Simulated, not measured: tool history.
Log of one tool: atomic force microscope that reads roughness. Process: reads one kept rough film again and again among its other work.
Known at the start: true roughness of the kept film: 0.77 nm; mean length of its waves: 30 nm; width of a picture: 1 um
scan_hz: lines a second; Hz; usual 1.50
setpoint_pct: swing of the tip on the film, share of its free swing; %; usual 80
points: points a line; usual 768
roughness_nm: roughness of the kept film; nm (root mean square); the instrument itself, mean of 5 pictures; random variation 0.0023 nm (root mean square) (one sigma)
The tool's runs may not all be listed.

| run | hour | scan_hz | setpoint_pct | points | roughness_nm |
|---|---|---|---|---|---|
| 1 | 0.0 | 1.50 | 80 | 768 | 0.717 |
| 2 | 21.3 | 1.50 | 80 | 768 | 0.720 |
| 3 | 63.8 | 1.50 | 80 | 768 | 0.712 |
|  | 67.3 | new tip fitted |
| 4 | 92.9 | 1.50 | 80 | 768 | 0.713 |
| 5 | 132.0 | 1.50 | 80 | 768 | 0.714 |
| 6 | 151.3 | 1.50 | 80 | 768 | 0.715 |
| 7 | 170.4 | 1.50 | 80 | 768 | 0.714 |
| 8 | 202.3 | 1.50 | 80 | 768 | 0.715 |
| 9 | 241.3 | 1.50 | 80 | 768 | 0.715 |
| 10 | 262.0 | 1.50 | 80 | 768 | 0.717 |
| 11 | 286.6 | 1.50 | 80 | 768 | 0.718 |
|  | 315.2 | new tip fitted |
| 12 | 330.6 | 1.50 | 80 | 768 | 0.715 |
| 13 | 356.8 | 1.50 | 80 | 768 | 0.717 |
| 14 | 385.9 | 3.13 | 80 | 768 | 0.682 |
| 15 | 411.7 | 3.13 | 80 | 768 | 0.687 |
| 16 | 457.0 | 3.13 | 80 | 768 | 0.682 |
| 17 | 492.7 | 3.13 | 80 | 768 | 0.683 |
| 18 | 512.8 | 1.50 | 80 | 763 | 0.716 |
| 19 | 542.7 | 1.50 | 76 | 768 | 0.715 |
|  | 565.4 | new tip fitted |
| 20 | 585.3 | 0.62 | 80 | 778 | 0.733 |
| 21 | 624.0 | 2.85 | 64 | 768 | 0.725 |
| 22 | 657.4 | 3.17 | 55 | 369 | 0.731 |
| 23 | 693.6 | 3.99 | 58 | 768 | 0.726 |
| 24 | 720.8 | 2.31 | 58 | 920 | 0.734 |
| 25 | 749.7 | 2.31 | 58 | 852 | 0.735 |
| 26 | 781.6 | 2.31 | 58 | 852 | 0.739 |
|  | 814.8 | new tip fitted |
| 27 | 815.0 | 2.31 | 83 | 927 | 0.692 |
| 28 | 853.4 | 1.50 | 74 | 745 | 0.722 |
| 29 | 897.8 | 1.50 | 77 | 745 | 0.720 |
| 30 | 939.5 | 0.69 | 68 | 367 | 0.734 |
| 31 | 969.9 | 2.22 | 72 | 335 | 0.711 |
| 32 | 993.1 | 0.83 | 67 | 271 | 0.730 |
| 33 | 1037.6 | 1.40 | 60 | 285 | 0.728 |
|  | 1063.6 | new tip fitted |
| 34 | 1066.4 | 1.40 | 60 | 285 | 0.729 |
| 35 | 1085.0 | 1.48 | 57 | 768 | 0.741 |
| 36 | 1113.7 | 1.84 | 63 | 940 | 0.730 |
| 37 | 1148.9 | 3.75 | 81 | 768 | 0.668 |
| 38 | 1187.1 | 1.50 | 70 | 430 | 0.726 |

Some steps in roughness_nm between neighbouring runs. How much of each would the tool show without its hidden state too (settings, what came in, random variation), and how much is left for the hidden state, with any gauge scatter that isn't in both results?
The hidden state here: radius of the tip, nm; height scale over the true one, %; drift of the gauge itself on roughness_nm, %.
Run 2 -> 3: no setting changed, nothing entered. roughness_nm -0.008 nm (root mean square): hidden state -0.001, all else -0.007.
Run 3 -> 4: new tip fitted. roughness_nm +0.001 nm (root mean square): hidden state +0.002, all else -0.001.
Run 19 -> 20: scan_hz 1.50 -> 0.62, setpoint_pct 76 -> 80, points 768 -> 778, new tip fitted. roughness_nm +0.018 nm (root mean square): hidden state +0.002, all else +0.016.
Run 26 -> 27: setpoint_pct 58 -> 83, points 852 -> 927, new tip fitted. roughness_nm -0.047 nm (root mean square): hidden state +0.001, all else -0.048.
Run 36 -> 37: scan_hz 1.84 -> 3.75, setpoint_pct 63 -> 81, points 940 -> 768. roughness_nm -0.062 nm (root mean square): hidden state -0.001, all else -0.061.
Run 37 -> 38: scan_hz 3.75 -> 1.50, setpoint_pct 81 -> 70, points 768 -> 430. roughness_nm +0.058 nm (root mean square): hidden state +0.001, all else +0.057.
